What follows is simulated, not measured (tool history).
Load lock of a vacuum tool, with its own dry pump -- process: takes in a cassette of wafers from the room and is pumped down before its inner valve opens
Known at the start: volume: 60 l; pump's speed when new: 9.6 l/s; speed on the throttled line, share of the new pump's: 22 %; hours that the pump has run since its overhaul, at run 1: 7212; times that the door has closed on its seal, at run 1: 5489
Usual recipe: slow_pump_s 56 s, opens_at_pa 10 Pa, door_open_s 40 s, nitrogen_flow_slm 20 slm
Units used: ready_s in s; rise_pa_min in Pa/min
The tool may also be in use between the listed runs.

| run | hour | slow_pump_s | opens_at_pa | door_open_s | nitrogen_flow_slm | hours that the pump has run since its overhaul | times that the door has closed on its seal | incoming humidity of the room's air, % | ready_s | rise_pa_min |
|---|---|---|---|---|---|---|---|---|---|---|
| 1 | 0 | 56 | 10 | 40 | 20 | 7212 | 5489 | 44.1 | 105 | 0.03 |
| 2 | 360.6 | 56 | 10 | 40 | 20 | 7572 | 7091 | 44.8 | 105.6 | 0.042 |
| 3 | 637.4 | 56 | 10 | 40 | 20 | 7849 | 8320 | 45.5 | 106.9 | 0.047 |
| 4 | 882.5 | 56 | 10 | 144 | 20 | 8094 | 9409 | 46.9 | 105.2 | 0.067 |
| 5 | 1044.5 | 56 | 10 | 40 | 20 | 8256 | 10129 | 47.1 | 106.9 | 0.055 |
| 6 | 1328.2 | 56 | 10 | 40 | 20 | 8540 | 11388 | 44.9 | 104.9 | 0.059 |
| 7 | 1599.1 | 56 | 10 | 40 | 20 | 8811 | 12592 | 47.3 | 107.5 | 0.068 |
| 8 | 1964.1 | 56 | 10 | 40 | 40 | 9176 | 14213 | 46.6 | 106.8 | 0.076 |
| 9 | 2289 | 56 | 10 | 109 | 20 | 9501 | 15656 | 44.7 | 107.7 | 0.098 |
| 10 | 2635 | 50 | 10 | 40 | 20 | 9847 | 17193 | 47.9 | 103 | 0.101 |
| 11 | 2989.8 | 56 | 10 | 40 | 20 | 10201 | 18769 | 43.7 | 107.6 | 0.103 |
| 12 | 3222.1 | 56 | 10 | 40 | 20 | 10434 | 19801 | 45.6 | 107.4 | 0.114 |
| 13 | 3578.4 | 56 | 10 | 26 | 20 | 10790 | 21383 | 45.3 | 108.6 | 0.125 |
| 14 | 3914.3 | 109 | 10 | 26 | 20 | 11126 | 22875 | 42.5 | 149.6 | 0.137 |
| 15 | 4158.6 | 56 | 10 | 225 | 20 | 11370 | 23960 | 45.2 | 107.7 | 0.183 |
| 16 | 4425.2 | 56 | 10 | 225 | 20 | 11637 | 25144 | 45 | 107.8 | 0.195 |
| 17 | 4738.3 | 56 | 10 | 225 | 20 | 11950 | 26535 | 45.9 | 108.5 | 0.208 |
| 18 | 5089.2 | 56 | 10 | 225 | 20 | 12301 | 28093 | 44.5 | 108.5 | 0.219 |
| 19 | 5433.2 | 32 | 18 | 180 | 20 | 12645 | 29621 | 44.2 | 85 | 0.238 |
| 20 | 5606.4 | 32 | 18 | 180 | 20 | 12818 | 30391 | 44.1 | 85.8 | 0.234 |
| 21 | 5868.3 | 29 | 10 | 90 | 19 | 13080 | 31554 | 43.2 | 88.8 | 0.231 |
| 22 | 6026.8 | 59 | 10 | 90 | 19 | 13238 | 32258 | 44.2 | 110.7 | 0.235 |
| 23 | 6228.3 | 59 | 10 | 90 | 19 | 13440 | 33153 | 43.7 | 112 | 0.243 |
| 24 | 6593.2 | 51 | 12 | 109 | 19 | 13805 | 34773 | 44.9 | 104 | 0.267 |
| 25 | 6803.1 | 28 | 18 | 40 | 20 | 14015 | 35706 | 44.6 | 84.2 | 0.267 |
| 26 | 7145 | 28 | 18 | 40 | 20 | 14357 | 37224 | 47.5 | 83.8 | 0.28 |
| 27 | 7466.9 | 110 | 18 | 40 | 5 | 14679 | 38654 | 41.3 | 145.8 | 0.314 |
| 28 | 7644.8 | 35 | 8 | 40 | 14 | 14856 | 39444 | 46.4 | 95.5 | 0.315 |
| 29 | 7938.8 | 56 | 15 | 40 | 14 | 15150 | 40750 | 44.6 | 106.9 | 0.32 |
| 30 | 8127.3 | 56 | 15 | 40 | 14 | 15339 | 41587 | 44.4 | 107.2 | 0.326 |
| 31 | 8403.1 | 56 | 15 | 40 | 14 | 15615 | 42812 | 42.7 | 107 | 0.348 |
| 32 | 8646.1 | 28 | 18 | 32 | 7 | 15858 | 43891 | 47.4 | 85.7 | 0.364 |
| 33 | 8947.5 | 28 | 18 | 55 | 26 | 16159 | 45230 | 45.2 | 84.8 | 0.375 |
| 34 | 9301.2 | 67 | 14 | 72 | 26 | 16513 | 46801 | 44.6 | 116.5 | 0.39 |
| 35 | 9612.8 | 67 | 14 | 72 | 26 | 16824 | 48185 | 45.6 | 116.6 | 0.41 |
| 36 | 9788.7 | 82 | 14 | 181 | 20 | 17000 | 48966 | 44 | 127.7 | 0.448 |

Below are 5 alternative next runs, each starting from the tool's condition after run 36. Predict each:
| A | 10029 | 41 | 10 | 25 | 6 | 17241 | 50034 | 44.5 | ? | ? |
| B | 10029 | 56 | 11 | 40 | 20 | 17241 | 50034 | 46.4 | ? | ? |
| C | 10029 | 44 | 14 | 181 | 20 | 17241 | 50034 | 43.1 | ? | ? |
| D | 10029 | 40 | 11 | 119 | 20 | 17241 | 50034 | 42.6 | ? | ? |
| E | 10029 | 82 | 9 | 68 | 20 | 17241 | 50034 | 42.4 | ? | ? |

| run | ready_s | rise_pa_min |
|---|---|---|
| A | 99.5 | 0.447 |
| B | 110.8 | 0.438 |
| C | 98.7 | 0.467 |
| D | 99.5 | 0.459 |
| E | 131.3 | 0.442 |
The same runs, with their run-to-run variation unchanged, on a tool lacking any hidden condition would have given:
| run | ready_s | rise_pa_min |
|---|---|---|
| A | 89.1 | 0.011 |
| B | 101.1 | 0.016 |
| C | 89.1 | 0.041 |
| D | 89.1 | 0.032 |
| E | 122.7 | 0.019 |
